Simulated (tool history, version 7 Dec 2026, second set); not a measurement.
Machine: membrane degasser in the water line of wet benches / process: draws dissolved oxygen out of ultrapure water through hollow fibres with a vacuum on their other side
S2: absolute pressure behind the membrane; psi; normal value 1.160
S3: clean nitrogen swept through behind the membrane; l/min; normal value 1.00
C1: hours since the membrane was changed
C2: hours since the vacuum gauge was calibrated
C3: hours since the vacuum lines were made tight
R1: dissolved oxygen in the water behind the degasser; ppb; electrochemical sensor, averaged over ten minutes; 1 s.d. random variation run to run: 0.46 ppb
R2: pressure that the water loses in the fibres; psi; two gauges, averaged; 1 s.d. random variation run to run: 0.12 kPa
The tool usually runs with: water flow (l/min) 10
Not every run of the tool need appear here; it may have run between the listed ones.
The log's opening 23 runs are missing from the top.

run 24 hour=1060.3 | water_flow_(l/min)=8 S2=0.731 S3=0.71 | C1=2790 C2=1321 C3=9022 | R1=54.9 R2=3.746
run 25 hour=1107.5 | water_flow_(l/min)=8 S2=0.731 S3=0.71 | C1=2837 C2=1368 C3=9069 | R1=55.1 R2=3.774
run 26 hour=1161.7 | water_flow_(l/min)=10 S2=0.698 S3=0.88 | C1=2891 C2=1422 C3=9123 | R1=55.5 R2=4.722
run 27 hour=1190.2 | water_flow_(l/min)=10 S2=0.698 S3=0.88 | C1=2920 C2=1451 C3=9151 | R1=55.8 R2=4.709
-- hour=1217.3 gauge calibrated
run 28 hour=1229.0 | water_flow_(l/min)=10 S2=0.698 S3=0.88 | C1=2959 C2=1490 C3=9190 | R1=54.3 R2=4.725
run 29 hour=1278.2 | water_flow_(l/min)=10 S2=1.700 S3=0.47 | C1=3008 C2=1539 C3=9239 | R1=396.0 R2=4.667
run 30 hour=1306.5 | water_flow_(l/min)=10 S2=1.700 S3=0.47 | C1=3036 C2=1567 C3=9268 | R1=396.1 R2=4.675
run 31 hour=1351.1 | water_flow_(l/min)=10 S2=1.700 S3=0.47 | C1=3081 C2=1612 C3=9312 | R1=397.1 R2=4.728

Below are 3 alternative next runs, each starting from the tool's condition after run 31. Predict each:
run A hour=1392.4 | water_flow_(l/min)=9 S2=0.834 S3=0.51 | C1=3122 C2=1653 C3=9354 | R1=? R2=?
run B hour=1392.4 | water_flow_(l/min)=15 S2=2.183 S3=1.02 | C1=3122 C2=1653 C3=9354 | R1=? R2=?
run C hour=1392.4 | water_flow_(l/min)=9 S2=0.796 S3=1.15 | C1=3122 C2=1653 C3=9354 | R1=? R2=?

run=A R1=109.5 R2=4.222
run=B R1=421.2 R2=7.075
run=C R1=51.1 R2=4.225
Without the tool's unlogged condition, the same runs would have read:
run=A R1=109.0 R2=4.222
run=B R1=419.5 R2=7.073
run=C R1=50.8 R2=4.223

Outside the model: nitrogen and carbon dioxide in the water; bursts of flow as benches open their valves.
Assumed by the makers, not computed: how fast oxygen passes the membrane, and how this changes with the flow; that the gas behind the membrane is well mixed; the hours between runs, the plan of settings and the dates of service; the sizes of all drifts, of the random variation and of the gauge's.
